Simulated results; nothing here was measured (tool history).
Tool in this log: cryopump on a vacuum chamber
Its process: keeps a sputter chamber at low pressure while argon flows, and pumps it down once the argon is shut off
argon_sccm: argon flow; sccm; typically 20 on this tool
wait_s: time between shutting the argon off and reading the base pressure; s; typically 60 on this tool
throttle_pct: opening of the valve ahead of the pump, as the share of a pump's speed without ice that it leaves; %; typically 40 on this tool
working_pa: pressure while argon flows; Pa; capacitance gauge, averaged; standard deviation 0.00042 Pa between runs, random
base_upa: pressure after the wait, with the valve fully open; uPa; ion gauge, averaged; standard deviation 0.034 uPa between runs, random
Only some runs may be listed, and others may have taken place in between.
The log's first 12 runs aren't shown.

| run | hour | argon_sccm | wait_s | throttle_pct | hours of work since the pump was warmed up and emptied | hours of work since the cold head was overhauled | hours of work since the chamber's fittings were tightened | working_pa | base_upa |
|---|---|---|---|---|---|---|---|---|---|
| 13 | 200.1 | 35 | 60 | 40 | 213 | 213 | 2502 | 0.1187 | 4.31 |
| 14 | 213.7 | 35 | 60 | 40 | 225 | 225 | 2514 | 0.1183 | 4.47 |
| 15 | 229.2 | 35 | 60 | 40 | 238 | 238 | 2527 | 0.1194 | 4.36 |
| 16 | 252.5 | 35 | 60 | 40 | 258 | 258 | 2547 | 0.1196 | 4.56 |
| 17 | 269.9 | 35 | 60 | 31 | 272 | 272 | 2561 | 0.1537 | 4.45 |
| 18 | 294.2 | 26 | 201 | 30 | 293 | 293 | 2582 | 0.1172 | 3.31 |
| 19 | 305.1 | 26 | 102 | 30 | 302 | 302 | 2591 | 0.1182 | 3.81 |
| 20 | 323.4 | 10 | 79 | 30 | 318 | 318 | 2607 | 0.0452 | 4.25 |
| 21 | 338.5 | 10 | 59 | 17 | 330 | 330 | 2619 | 0.0786 | 4.77 |
| 22 | 353.3 | 10 | 59 | 17 | 343 | 343 | 2632 | 0.0796 | 4.65 |
| 23 | 372.1 | 10 | 59 | 17 | 359 | 359 | 2648 | 0.0786 | 4.59 |
|  | 382.3 | leaking fittings of the chamber tightened, without venting |
| 24 | 399.4 | 13 | 59 | 37 | 380 | 380 | 14 | 0.0488 | 1.93 |
| 25 | 415.4 | 13 | 59 | 37 | 394 | 394 | 28 | 0.0489 | 1.89 |
|  | 434.4 | pump warmed up, emptied and cooled again |
| 26 | 435.5 | 11 | 146 | 27 | 1 | 407 | 41 | 0.0534 | 0.91 |
| 27 | 449.6 | 28 | 111 | 40 | 13 | 418 | 53 | 0.0909 | 1.15 |
| 28 | 472.6 | 20 | 21 | 20 | 32 | 438 | 72 | 0.1303 | 4.82 |
| 29 | 493.1 | 11 | 21 | 30 | 50 | 455 | 89 | 0.0481 | 4.94 |
| 30 | 508.6 | 20 | 60 | 35 | 63 | 468 | 102 | 0.0747 | 1.91 |
| 31 | 534.5 | 20 | 236 | 30 | 85 | 490 | 124 | 0.0886 | 0.75 |
| 32 | 556.8 | 26 | 86 | 30 | 104 | 509 | 143 | 0.1153 | 1.47 |
| 33 | 567.5 | 26 | 86 | 30 | 113 | 518 | 152 | 0.1137 | 1.46 |
| 34 | 582.1 | 26 | 92 | 19 | 125 | 530 | 165 | 0.1790 | 1.45 |

What if the next run were any one of these 3? Each begins from the tool's condition after run 34:
| A | 605.5 | 15 | 60 | 17 | 145 | 550 | 184 | ? | ? |
| B | 605.5 | 16 | 32 | 40 | 145 | 550 | 184 | ? | ? |
| C | 605.5 | 13 | 57 | 40 | 145 | 550 | 184 | ? | ? |

| run | working_pa | base_upa |
|---|---|---|
| A | 0.1154 | 2.04 |
| B | 0.0531 | 3.34 |
| C | 0.0428 | 2.10 |
Stripped of hidden state, with their random variation kept, the same runs would have yielded:
| run | working_pa | base_upa |
|---|---|---|
| A | 0.1139 | 1.84 |
| B | 0.0516 | 3.15 |
| C | 0.0416 | 1.91 |

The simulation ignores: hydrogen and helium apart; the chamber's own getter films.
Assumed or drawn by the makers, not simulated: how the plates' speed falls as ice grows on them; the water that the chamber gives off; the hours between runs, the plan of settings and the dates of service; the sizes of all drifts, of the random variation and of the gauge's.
